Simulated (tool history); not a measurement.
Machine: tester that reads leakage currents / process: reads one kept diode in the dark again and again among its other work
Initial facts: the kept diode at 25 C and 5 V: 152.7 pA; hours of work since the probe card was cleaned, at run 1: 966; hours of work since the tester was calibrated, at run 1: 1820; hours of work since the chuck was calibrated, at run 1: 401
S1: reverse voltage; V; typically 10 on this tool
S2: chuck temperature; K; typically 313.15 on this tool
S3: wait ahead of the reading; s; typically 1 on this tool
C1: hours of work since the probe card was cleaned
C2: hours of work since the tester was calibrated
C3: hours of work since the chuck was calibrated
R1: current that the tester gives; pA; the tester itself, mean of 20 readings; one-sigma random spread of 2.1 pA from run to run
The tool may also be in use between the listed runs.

run    hour    S1      S2    S3    C1    C2    C3       R1
  1       0    10  313.15     1   966  1820   401      702
  2    94.3    10  313.15     1  1009  1864   444   694.47
  3   139.5    10  313.15   0.8  1030  1884   465    695.6
  4   223.9    10  313.15   0.8  1069  1923   504   692.11
  5   263.8    10  313.15   0.8  1087  1942   522   689.16
  6   345.8    10  298.15     1  1125  1979   560   201.02
      421.9  -- tester calibrated
  7   430.7    10  298.15     1  1163     4   598   196.13
  8   527.1    10  298.15     1  1207    48   642   195.38
  9   617.9   2.7  313.15     1  1249    90   684   383.35
 10   668.7   2.7  313.15     1  1272   114   708   383.56
 11   733.9   1.3  317.15  1.58  1302   144   737   390.86
 12   820.5   2.5  301.15  1.58  1342   183   777   137.26
 13     910   4.4  296.15   0.6  1384   225   819   113.74
 14   997.2     1  303.15     1  1424   265   859    109.9
 15    1052     1  303.15     1  1449   290   884   110.07
 16  1092.3   9.2  319.15  5.99  1467   309   902  1000.82
 17  1164.1   3.9  293.15  4.04  1500   342   936     81.8
 18  1250.3  19.3  306.15  1.35  1540   381   975   485.21
 19  1306.8    10  316.15     1  1566   407  1001   806.31
 20  1389.6    10  316.15     1  1604   445  1039   803.11

Predict each of these 3 candidate next runs independently; none follows another, all start after run 20:
  A  1459.2     3  316.15  4.99  1636  478  1071   ?
  B  1459.2  11.7  332.15     1  1636  478  1071   ?
  C  1459.2    10  331.15  2.44  1636  478  1071   ?

run       R1
  A   488.79
  B  2837.62
  C  2469.08
Stripped of hidden state, with their random variation kept, the same runs would have yielded:
run       R1
  A   557.75
  B  3203.46
  C  2790.15
